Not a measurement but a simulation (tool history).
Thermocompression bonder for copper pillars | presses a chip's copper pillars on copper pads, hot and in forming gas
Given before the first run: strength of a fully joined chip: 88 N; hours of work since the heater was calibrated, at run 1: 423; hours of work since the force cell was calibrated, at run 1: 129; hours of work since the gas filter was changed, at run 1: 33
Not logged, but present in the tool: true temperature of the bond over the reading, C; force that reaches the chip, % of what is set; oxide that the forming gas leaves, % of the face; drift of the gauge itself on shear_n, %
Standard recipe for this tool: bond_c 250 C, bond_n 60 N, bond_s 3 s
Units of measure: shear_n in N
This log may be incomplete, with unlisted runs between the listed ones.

run,hour,bond_c,bond_n,bond_s,hours of work since the heater was calibrated,hours of work since the force cell was calibrated,hours of work since the gas filter was changed,shear_n
1,0.0,250,60,3,423,129,33,50.1
2,18.2,236,60,3,432,139,43,40.3
3,26.2,236,60,3,436,143,47,40.2
4,41.4,236,60,3,444,150,54,40.6
5,58.1,236,60,3,453,159,63,40.9
6,77.5,236,60,3,462,169,73,40.7
7,88.9,241,60,3,468,175,79,43.9
8,107.5,241,60,3,478,184,88,44.3
9,116.9,250,60,3,482,189,93,49.9
10,135.2,250,60,3,492,198,102,49.5
11,152.5,250,46,3,501,207,111,39.9
12,168.0,250,60,6,508,215,119,60.8
13,177.5,250,60,6,513,220,124,60.2
14,192.6,250,60,6,521,227,131,60.1
15,210.1,235,60,3,530,236,140,39.7
16,223.7,250,66,3,537,243,147,53.9
17,241.2,250,66,3,546,252,156,53.9
18,252.2,250,42,3,551,258,162,36.1
19,261.1,250,42,3,556,262,166,36.7
20,271.1,250,42,3,561,267,171,36.3
21,282.9,250,42,3,567,273,177,36.4
22,298.0,264,49,3,575,281,185,50.7
23,309.0,248,65,3,580,287,191,51.1
24,321.2,250,60,6,586,293,197,60.5
25,335.9,250,60,6,594,300,204,59.5
26,344.7,260,39,4,598,305,209,43.6
27,363.7,244,70,5,608,314,219,59.7
28,379.8,272,53,2,616,323,227,51.7
29,388.1,250,67,3,621,327,231,53.8
30,403.1,265,60,2,628,335,239,53.0
31,419.7,221,60,2,637,343,247,26.5
# hour 425.3: forming gas filter changed
32,436.0,221,60,2,645,351,5,28.2
33,450.6,248,87,2,652,358,13,59.4
34,468.0,233,60,8,661,367,22,55.8
35,479.5,251,73,8,667,373,28,74.1
36,490.1,236,50,3,672,379,33,36.0
37,498.0,250,50,2,676,383,37,38.1
38,513.0,261,37,8,684,390,45,54.6
# hour 518.3: heater calibrated with a thermocouple chip
39,533.9,261,37,8,8,400,54,48.6

What if the next run were any one of these 5? Each begins from the tool's condition after run 39:
A,551.5,250,59,3,17,409,63,?
B,551.5,269,75,3,17,409,63,?
C,551.5,250,60,2,17,409,63,?
D,551.5,249,37,8,17,409,63,?
E,551.5,250,60,4,17,409,63,?

run,shear_n
A,45.1
B,66.3
C,39.5
D,41.1
E,49.9
Stripped of hidden state, with their random variation kept, the same runs would have yielded:
run,shear_n
A,46.4
B,67.8
C,40.7
D,42.2
E,51.2

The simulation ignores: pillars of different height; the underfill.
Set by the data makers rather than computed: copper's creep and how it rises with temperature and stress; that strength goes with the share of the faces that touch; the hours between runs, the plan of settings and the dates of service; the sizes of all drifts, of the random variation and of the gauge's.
